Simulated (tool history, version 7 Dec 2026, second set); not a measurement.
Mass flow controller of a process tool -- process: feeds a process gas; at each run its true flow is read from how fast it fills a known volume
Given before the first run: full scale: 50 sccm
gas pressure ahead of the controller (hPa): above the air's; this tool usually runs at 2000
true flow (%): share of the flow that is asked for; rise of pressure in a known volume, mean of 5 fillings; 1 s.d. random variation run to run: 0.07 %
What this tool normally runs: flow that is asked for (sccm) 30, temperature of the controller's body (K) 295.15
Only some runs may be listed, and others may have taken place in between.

run,day,flow that is asked for (sccm),gas pressure ahead of the controller (hPa),temperature of the controller's body (K),true flow (%)
1,0.000,30,2000,295.15,99.36
2,5.417,30,2000,295.15,99.53
3,8.733,30,2000,306.15,99.03
4,11.196,6,2000,295.15,98.73
5,14.833,30,2000,299.15,99.34
6,17.721,30,2000,297.15,99.60
7,20.979,21,2000,297.15,99.40
8,25.646,21,2000,297.15,99.33
9,28.746,21,2000,297.15,99.29
10,34.242,21,2000,297.15,99.36
11,37.892,21,2000,297.15,99.50
12,42.871,30,2000,295.15,100.04
13,46.246,30,1950,295.15,99.99
14,51.921,30,1950,295.15,100.05
15,55.300,30,1950,295.15,100.04
16,58.425,30,1950,295.15,100.14
17,61.825,30,1950,295.15,100.19
18,66.012,30,1950,295.15,100.14
19,70.079,30,1950,295.15,100.36
20,73.321,30,1950,295.15,100.31
21,77.996,30,1950,295.15,100.53
22,81.892,30,2000,297.15,100.39
23,85.129,5,2000,298.15,99.32
24,90.575,5,2000,298.15,99.50
25,94.746,43,1960,295.15,101.10
# day 95.258: gauge calibrated
26,97.688,43,1960,311.15,99.43
27,100.288,43,1780,304.15,99.56
28,105.108,30,2700,295.15,99.30
29,108.129,30,2000,311.15,98.92
30,112.754,17,2680,302.15,98.77
31,115.167,19,1940,309.15,98.89
32,118.221,19,1940,309.15,98.92
33,123.138,19,1940,309.15,99.00
34,127.312,19,1940,313.15,98.87
35,132.525,11,1710,295.15,99.18
36,137.521,38,1430,295.15,100.40
37,143.167,30,2550,312.15,99.37
38,148.875,30,2550,312.15,99.42
39,152.383,7,2410,312.15,98.58
40,156.004,9,2000,306.15,99.14
41,160.800,9,2000,306.15,99.17
42,166.038,22,1580,294.15,100.05
43,168.483,29,1570,305.15,100.14
44,171.292,6,2000,306.15,99.15

Predict each of these 3 candidate next runs independently; none follows another, all start after run 44:
A,174.867,36,2760,301.15,?
B,174.867,30,2180,295.15,?
C,174.867,23,2780,309.15,?

run,true flow (%)
A,100.22
B,100.38
C,99.51
Without the tool's unlogged condition, the same runs would have read:
run,true flow (%)
A,99.18
B,99.33
C,98.47
